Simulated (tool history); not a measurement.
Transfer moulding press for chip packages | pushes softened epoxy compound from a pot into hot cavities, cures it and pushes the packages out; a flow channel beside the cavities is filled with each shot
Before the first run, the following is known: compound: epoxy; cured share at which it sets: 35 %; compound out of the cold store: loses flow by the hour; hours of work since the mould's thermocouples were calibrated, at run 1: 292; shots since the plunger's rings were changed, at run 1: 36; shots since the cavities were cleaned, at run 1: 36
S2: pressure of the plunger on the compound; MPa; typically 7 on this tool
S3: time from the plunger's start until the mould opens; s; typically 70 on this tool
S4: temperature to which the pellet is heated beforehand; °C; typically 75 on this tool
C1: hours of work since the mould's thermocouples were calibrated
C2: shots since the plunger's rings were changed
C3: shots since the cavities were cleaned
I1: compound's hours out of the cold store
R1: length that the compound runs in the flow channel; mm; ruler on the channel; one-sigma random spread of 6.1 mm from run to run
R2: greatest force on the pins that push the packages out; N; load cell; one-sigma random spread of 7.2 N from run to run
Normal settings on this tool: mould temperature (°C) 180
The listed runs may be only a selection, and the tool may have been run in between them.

run 1 hour=0 | mould_temperature_(°C)=180 S2=7 S3=70 S4=75 | C1=292 C2=36 C3=36 | I1=46.4 | R1=631 R2=293
run 2 hour=19.7 | mould_temperature_(°C)=180 S2=7 S3=70 S4=75 | C1=301 C2=259 C3=259 | I1=15.9 | R1=685 R2=315
-- hour=38.7 cavities cleaned with cleaning compound and waxed
run 3 hour=43.9 | mould_temperature_(°C)=180 S2=7 S3=70 S4=75 | C1=310 C2=516 C3=59 | I1=20.1 | R1=687 R2=304
run 4 hour=68.9 | mould_temperature_(°C)=180 S2=7 S3=70 S4=75 | C1=321 C2=799 C3=342 | I1=14.6 | R1=679 R2=304
-- hour=81.8 cavities cleaned with cleaning compound and waxed
run 5 hour=99.2 | mould_temperature_(°C)=180 S2=7 S3=70 S4=75 | C1=333 C2=1125 C3=196 | I1=18 | R1=672 R2=301
-- hour=124.2 cavities cleaned with cleaning compound and waxed
run 6 hour=124.2 | mould_temperature_(°C)=180 S2=7 S3=70 S4=75 | C1=343 C2=1391 C3=0 | I1=35.6 | R1=644 R2=301
run 7 hour=153.2 | mould_temperature_(°C)=173 S2=7 S3=70 S4=75 | C1=356 C2=1720 C3=329 | I1=44.2 | R1=656 R2=503
-- hour=167.6 cavities cleaned with cleaning compound and waxed
run 8 hour=176.9 | mould_temperature_(°C)=173 S2=7 S3=70 S4=75 | C1=365 C2=1970 C3=105 | I1=9.7 | R1=708 R2=554
run 9 hour=191.3 | mould_temperature_(°C)=173 S2=6.15 S3=70 S4=75 | C1=371 C2=2134 C3=269 | I1=42.6 | R1=624 R2=500
run 10 hour=206 | mould_temperature_(°C)=173 S2=6.15 S3=70 S4=75 | C1=378 C2=2299 C3=434 | I1=45.6 | R1=606 R2=495
-- hour=209.6 cavities cleaned with cleaning compound and waxed
run 11 hour=230.5 | mould_temperature_(°C)=180 S2=7.67 S3=70 S4=75 | C1=387 C2=2560 C3=237 | I1=35.1 | R1=669 R2=303
-- hour=252 cavities cleaned with cleaning compound and waxed
run 12 hour=260 | mould_temperature_(°C)=180 S2=7.67 S3=70 S4=75 | C1=399 C2=2877 C3=91 | I1=15.7 | R1=714 R2=310
run 13 hour=277 | mould_temperature_(°C)=180 S2=7.67 S3=70 S4=75 | C1=407 C2=3070 C3=284 | I1=45.8 | R1=661 R2=296
-- hour=294.6 cavities cleaned with cleaning compound and waxed
run 14 hour=299.8 | mould_temperature_(°C)=180 S2=7.67 S3=70 S4=75 | C1=416 C2=3310 C3=59 | I1=38.8 | R1=660 R2=299
run 15 hour=329.4 | mould_temperature_(°C)=180 S2=7.67 S3=70 S4=75 | C1=428 C2=3645 C3=394 | I1=28.5 | R1=691 R2=293
-- hour=337.3 cavities cleaned with cleaning compound and waxed
run 16 hour=361.6 | mould_temperature_(°C)=180 S2=8.43 S3=73 S4=75 | C1=441 C2=3992 C3=274 | I1=29.9 | R1=724 R2=279
-- hour=372.6 mould's thermocouples calibrated
-- hour=382.5 cavities cleaned with cleaning compound and waxed
run 17 hour=389.2 | mould_temperature_(°C)=180 S2=8.43 S3=73 S4=75 | C1=6 C2=4265 C3=75 | I1=43.6 | R1=703 R2=268
run 18 hour=418 | mould_temperature_(°C)=180 S2=7 S3=54 S4=70 | C1=19 C2=4592 C3=402 | I1=23.4 | R1=668 R2=590
-- hour=425.1 cavities cleaned with cleaning compound and waxed
run 19 hour=439.9 | mould_temperature_(°C)=180 S2=6.74 S3=54 S4=70 | C1=27 C2=4822 C3=168 | I1=35.7 | R1=628 R2=564
run 20 hour=462.9 | mould_temperature_(°C)=180 S2=6.74 S3=54 S4=70 | C1=37 C2=5083 C3=429 | I1=19.9 | R1=669 R2=609
-- hour=468.5 cavities cleaned with cleaning compound and waxed
run 21 hour=491.9 | mould_temperature_(°C)=180 S2=7.77 S3=70 S4=83 | C1=49 C2=5394 C3=265 | I1=34.8 | R1=676 R2=277
-- hour=510.5 cavities cleaned with cleaning compound and waxed
run 22 hour=523.4 | mould_temperature_(°C)=181 S2=7.77 S3=70 S4=67 | C1=62 C2=5733 C3=146 | I1=42.9 | R1=658 R2=284
run 23 hour=540.9 | mould_temperature_(°C)=177 S2=7.83 S3=102 S4=79 | C1=69 C2=5932 C3=345 | I1=8.7 | R1=745 R2=214
-- hour=553 cavities cleaned with cleaning compound and waxed
run 24 hour=562.3 | mould_temperature_(°C)=177 S2=7.83 S3=102 S4=79 | C1=78 C2=6156 C3=105 | I1=12.3 | R1=744 R2=219
run 25 hour=578.4 | mould_temperature_(°C)=182 S2=6.76 S3=68 S4=70 | C1=84 C2=6338 C3=287 | I1=29 | R1=638 R2=280
-- hour=595.9 plunger's sealing rings changed
-- hour=597.4 cavities cleaned with cleaning compound and waxed
run 26 hour=605.6 | mould_temperature_(°C)=182 S2=6.76 S3=68 S4=70 | C1=94 C2=94 C3=94 | I1=8.8 | R1=680 R2=291

Here are 4 independent what-if runs from the current tool condition. What would each one return?
run A hour=621.9 | mould_temperature_(°C)=182 S2=7.05 S3=68 S4=78 | C1=101 C2=278 C3=278 | I1=33.1 | R1=? R2=?
run B hour=621.9 | mould_temperature_(°C)=177 S2=7.74 S3=70 S4=77 | C1=101 C2=278 C3=278 | I1=25.3 | R1=? R2=?
run C hour=621.9 | mould_temperature_(°C)=174 S2=6.46 S3=70 S4=75 | C1=101 C2=278 C3=278 | I1=46.1 | R1=? R2=?
run D hour=621.9 | mould_temperature_(°C)=182 S2=7.93 S3=68 S4=68 | C1=101 C2=278 C3=278 | I1=36.4 | R1=? R2=?

run=A R1=651 R2=281
run=B R1=723 R2=366
run=C R1=620 R2=447
run=D R1=675 R2=293
Without the tool's unlogged condition, the same runs would have read:
run=A R1=651 R2=279
run=B R1=723 R2=362
run=C R1=620 R2=443
run=D R1=675 R2=291
